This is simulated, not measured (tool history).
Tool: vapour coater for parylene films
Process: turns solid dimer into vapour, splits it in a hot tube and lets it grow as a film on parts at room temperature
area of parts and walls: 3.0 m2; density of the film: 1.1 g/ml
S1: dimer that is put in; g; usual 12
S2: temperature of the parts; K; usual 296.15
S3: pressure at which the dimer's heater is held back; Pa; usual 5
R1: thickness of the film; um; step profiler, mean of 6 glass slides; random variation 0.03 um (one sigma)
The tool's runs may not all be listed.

run 1 hour=0 | S1=12 S2=296.15 S3=5 | R1=2.78
run 2 hour=78.8 | S1=18 S2=296.15 S3=5 | R1=4.17
run 3 hour=125.5 | S1=18 S2=296.15 S3=5 | R1=4.19
run 4 hour=174.1 | S1=11 S2=296.15 S3=5 | R1=2.52
run 5 hour=224.5 | S1=11 S2=296.15 S3=5.35 | R1=2.42
run 6 hour=313.2 | S1=11 S2=296.15 S3=5.35 | R1=2.3
run 7 hour=351 | S1=20 S2=296.15 S3=5 | R1=4.09
run 8 hour=439.9 | S1=20 S2=296.15 S3=5 | R1=5.02
run 9 hour=480.4 | S1=12 S2=296.15 S3=4.11 | R1=3.11
run 10 hour=551.3 | S1=20 S2=296.15 S3=4.11 | R1=5.09
run 11 hour=588 | S1=20 S2=296.15 S3=4.11 | R1=5.07
run 12 hour=629.4 | S1=12 S2=296.15 S3=5 | R1=2.89
run 13 hour=690.1 | S1=12 S2=296.15 S3=5 | R1=2.83
run 14 hour=747.5 | S1=12 S2=307.15 S3=5 | R1=1.89
run 15 hour=825.7 | S1=15 S2=293.15 S3=4.53 | R1=3.9
run 16 hour=911.7 | S1=15 S2=293.15 S3=4.53 | R1=3.65
run 17 hour=989.2 | S1=17 S2=290.15 S3=6.5 | R1=4.11
run 18 hour=1055.6 | S1=17 S2=290.15 S3=6.5 | R1=4.6
run 19 hour=1101 | S1=17 S2=290.15 S3=6.5 | R1=4.65
run 20 hour=1142.9 | S1=6 S2=293.15 S3=2.17 | R1=1.78
run 21 hour=1205.9 | S1=14 S2=293.15 S3=4.01 | R1=3.85
run 22 hour=1292.6 | S1=15 S2=295.15 S3=2.62 | R1=4.18
run 23 hour=1350.3 | S1=11 S2=292.15 S3=2.59 | R1=2.99
run 24 hour=1418.4 | S1=6 S2=290.15 S3=6.76 | R1=1.52
run 25 hour=1460.9 | S1=8 S2=296.15 S3=11.12 | R1=1.45
run 26 hour=1504.2 | S1=9 S2=306.15 S3=11.12 | R1=1.12
run 27 hour=1580.7 | S1=9 S2=306.15 S3=11.12 | R1=1.26
run 28 hour=1652.7 | S1=6 S2=291.15 S3=4.56 | R1=1.73

Not shown: 5 entries that the log had between the listed runs. Between which runs, and how does the tool's hidden state differ before and after?
Between runs 5 and 6: trap's valve overhauled (hour 276.1)
  vapour lost through the trap's worn valve, %: 9.3 -> 14.4; true temperature of the parts over the reading, C: -1.11 -> -1.16
  measured less the result without the state, R1: -0.14 -> -0.28 um
Between runs 7 and 8: trap's valve overhauled, once more (hour 424.2)
  vapour lost through the trap's worn valve, %: 15.1 -> 0.4; true temperature of the parts over the reading, C: -1.19 -> -1.23
  measured less the result without the state, R1: -0.54 -> +0.19 um
Between runs 15 and 16: table's thermometer calibrated (hour 835.4)
  vapour lost through the trap's worn valve, %: 7.8 -> 9.5; true temperature of the parts over the reading, C: -1.45 -> -0.02
  measured less the result without the state, R1: -0.13 -> -0.38 um
Between runs 17 and 18: trap's valve overhauled (hour 1000.3)
  vapour lost through the trap's worn valve, %: 11 -> 1.1; true temperature of the parts over the reading, C: -0.07 -> -0.11
  measured less the result without the state, R1: -0.49 -> -0.04 um
Between runs 26 and 27: trap's valve overhauled (hour 1575.9)
  vapour lost through the trap's worn valve, %: 9.5 -> 0.1; true temperature of the parts over the reading, C: -0.37 -> -0.41
  measured less the result without the state, R1: -0.11 -> +0.02 um

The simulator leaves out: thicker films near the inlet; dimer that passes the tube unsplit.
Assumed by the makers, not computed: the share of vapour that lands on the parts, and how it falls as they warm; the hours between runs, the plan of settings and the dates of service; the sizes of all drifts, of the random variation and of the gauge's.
